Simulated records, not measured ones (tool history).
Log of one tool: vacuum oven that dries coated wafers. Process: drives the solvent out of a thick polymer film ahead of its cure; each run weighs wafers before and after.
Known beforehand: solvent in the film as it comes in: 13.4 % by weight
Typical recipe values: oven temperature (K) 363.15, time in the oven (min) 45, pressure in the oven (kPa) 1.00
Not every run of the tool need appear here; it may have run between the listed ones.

run	hour	oven temperature (K)	time in the oven (min)	pressure in the oven (kPa)	solvent left in the film (%)
1	0.0	363.15	45	1.00	1.83
2	56.3	363.15	25	1.00	3.09
3	134.0	363.15	25	1.00	3.06
4	183.4	363.15	45	1.00	1.85
5	246.6	363.15	25	1.00	3.05
6	286.1	363.15	25	1.00	3.11
7	354.2	363.15	59	1.00	1.72
8	428.7	363.15	51	1.00	1.85
9	491.6	363.15	51	1.00	1.79
# hour 523.4: oven's thermocouples calibrated
10	536.4	363.15	28	1.00	3.11
11	607.4	363.15	28	1.00	3.13
12	669.2	363.15	28	1.00	3.15
13	707.2	363.15	28	1.00	3.20
14	742.3	363.15	28	3.64	6.03
15	786.3	363.15	64	3.64	5.23
16	833.4	363.15	64	3.64	5.42
17	909.3	363.15	45	1.00	2.12
18	957.3	363.15	55	1.00	1.96
19	1006.2	363.15	45	1.27	2.58
20	1064.7	363.15	45	1.27	2.49
21	1118.4	363.15	45	1.27	2.60
22	1156.0	363.15	45	1.27	2.48
23	1195.8	376.15	45	1.00	1.18
24	1238.8	363.15	64	1.22	2.06
25	1312.3	353.15	56	2.28	5.83
# hour 1370.8: vacuum gauge cleaned of residue and calibrated
26	1374.7	352.15	43	1.84	5.36
27	1431.7	374.15	45	1.00	0.92
28	1503.3	374.15	45	1.00	0.85
29	1559.5	374.15	45	1.00	0.94
30	1636.9	374.15	45	1.00	1.00
31	1689.6	374.15	45	1.00	0.88
32	1737.7	362.15	45	1.00	1.93
33	1796.1	362.15	45	1.00	1.89
34	1866.4	362.15	45	1.00	2.02
35	1924.8	362.15	45	1.00	1.91
36	1985.5	374.15	45	0.74	0.75
37	2047.3	363.15	49	1.00	1.70
38	2085.3	363.15	49	1.00	1.75
39	2162.6	363.15	34	0.58	1.79
40	2239.3	363.15	40	1.00	1.99
41	2308.9	363.15	30	3.77	5.68
42	2372.8	363.15	30	3.77	5.75
43	2410.4	363.15	45	3.67	5.18
44	2476.8	376.15	72	1.44	1.31

Predict each of these 3 candidate next runs independently; none follows another, all start after run 44:
A	2516.0	368.15	68	1.34	?
B	2516.0	376.15	72	0.86	?
C	2516.0	348.15	61	1.00	?

run	solvent left in the film (%)
A	1.66
B	0.86
C	4.17
The same runs, with their run-to-run variation unchanged, on a tool lacking any hidden condition would have given:
run	solvent left in the film (%)
A	1.54
B	0.74
C	4.19

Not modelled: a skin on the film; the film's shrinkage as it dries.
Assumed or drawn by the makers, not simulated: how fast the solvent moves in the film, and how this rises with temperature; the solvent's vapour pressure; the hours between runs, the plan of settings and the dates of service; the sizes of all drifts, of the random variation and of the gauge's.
